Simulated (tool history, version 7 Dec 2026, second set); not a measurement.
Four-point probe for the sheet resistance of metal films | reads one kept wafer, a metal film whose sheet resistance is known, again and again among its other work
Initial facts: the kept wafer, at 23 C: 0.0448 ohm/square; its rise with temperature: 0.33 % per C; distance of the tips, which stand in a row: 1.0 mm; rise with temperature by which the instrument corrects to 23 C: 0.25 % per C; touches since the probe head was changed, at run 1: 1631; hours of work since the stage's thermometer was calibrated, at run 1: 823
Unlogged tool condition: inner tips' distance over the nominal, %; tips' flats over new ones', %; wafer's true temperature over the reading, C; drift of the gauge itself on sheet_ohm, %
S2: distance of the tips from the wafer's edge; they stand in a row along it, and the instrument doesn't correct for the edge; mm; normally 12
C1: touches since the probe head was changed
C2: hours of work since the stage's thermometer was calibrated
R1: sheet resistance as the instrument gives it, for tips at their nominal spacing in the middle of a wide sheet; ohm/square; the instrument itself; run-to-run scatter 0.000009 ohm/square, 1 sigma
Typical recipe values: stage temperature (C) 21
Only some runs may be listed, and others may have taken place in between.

{"run": 1, "day": 0.0, "stage temperature (C)": 21, "S2": 12, "C1": 1631, "C2": 823, "R1": 0.044969}
{"run": 2, "day": 1.275, "stage temperature (C)": 21, "S2": 12, "C1": 2808, "C2": 844, "R1": 0.044975}
{"run": 3, "day": 1.817, "stage temperature (C)": 21, "S2": 12, "C1": 3311, "C2": 853, "R1": 0.044972}
{"run": 4, "day": 2.55, "stage temperature (C)": 21, "S2": 12, "C1": 3988, "C2": 864, "R1": 0.044971}
{"run": 5, "day": 3.554, "stage temperature (C)": 21, "S2": 3, "C1": 4915, "C2": 881, "R1": 0.047321}
{"run": 6, "day": 4.75, "stage temperature (C)": 21, "S2": 3, "C1": 6022, "C2": 900, "R1": 0.047307}
{"run": 7, "day": 5.938, "stage temperature (C)": 21, "S2": 3, "C1": 7120, "C2": 919, "R1": 0.047317}
{"run": 8, "day": 6.583, "stage temperature (C)": 21, "S2": 3, "C1": 7714, "C2": 930, "R1": 0.047345}
{"run": 9, "day": 7.833, "stage temperature (C)": 23, "S2": 12, "C1": 8872, "C2": 950, "R1": 0.045052}
{"run": 10, "day": 8.588, "stage temperature (C)": 23, "S2": 12, "C1": 9569, "C2": 962, "R1": 0.045049}
{"run": 11, "day": 9.288, "stage temperature (C)": 26, "S2": 11, "C1": 10214, "C2": 973, "R1": 0.045197}
{"run": 12, "day": 10.025, "stage temperature (C)": 25, "S2": 12, "C1": 10895, "C2": 985, "R1": 0.045131}
{"day": 10.167, "done": "stage's thermometer calibrated"}
{"run": 13, "day": 10.721, "stage temperature (C)": 22, "S2": 39, "C1": 11522, "C2": 9, "R1": 0.044856}
{"run": 14, "day": 11.404, "stage temperature (C)": 31, "S2": 66, "C1": 12152, "C2": 20, "R1": 0.045163}
{"run": 15, "day": 12.167, "stage temperature (C)": 31, "S2": 66, "C1": 12857, "C2": 32, "R1": 0.045182}
{"run": 16, "day": 13.012, "stage temperature (C)": 31, "S2": 66, "C1": 13636, "C2": 46, "R1": 0.045178}
{"run": 17, "day": 14.204, "stage temperature (C)": 31, "S2": 66, "C1": 14738, "C2": 65, "R1": 0.045181}
{"run": 18, "day": 15.133, "stage temperature (C)": 21, "S2": 6, "C1": 15599, "C2": 80, "R1": 0.045476}
{"run": 19, "day": 15.858, "stage temperature (C)": 34, "S2": 6, "C1": 16268, "C2": 92, "R1": 0.045935}

Alternative continuations, all from the tool just after run 19; predict every row:
{"run": "A", "day": 16.658, "stage temperature (C)": 21, "S2": 25, "C1": 17007, "C2": 105, "R1": "?"}
{"run": "B", "day": 16.658, "stage temperature (C)": 33, "S2": 14, "C1": 17007, "C2": 105, "R1": "?"}
{"run": "C", "day": 16.658, "stage temperature (C)": 24, "S2": 12, "C1": 17007, "C2": 105, "R1": "?"}
{"run": "D", "day": 16.658, "stage temperature (C)": 18, "S2": 42, "C1": 17007, "C2": 105, "R1": "?"}

run=A R1=0.044828
run=B R1=0.045367
run=C R1=0.045074
run=D R1=0.04469
Take away the tool's hidden state, keep each run's random variation, and the runs would have read:
run=A R1=0.04475
run=B R1=0.045287
run=C R1=0.044996
run=D R1=0.044613

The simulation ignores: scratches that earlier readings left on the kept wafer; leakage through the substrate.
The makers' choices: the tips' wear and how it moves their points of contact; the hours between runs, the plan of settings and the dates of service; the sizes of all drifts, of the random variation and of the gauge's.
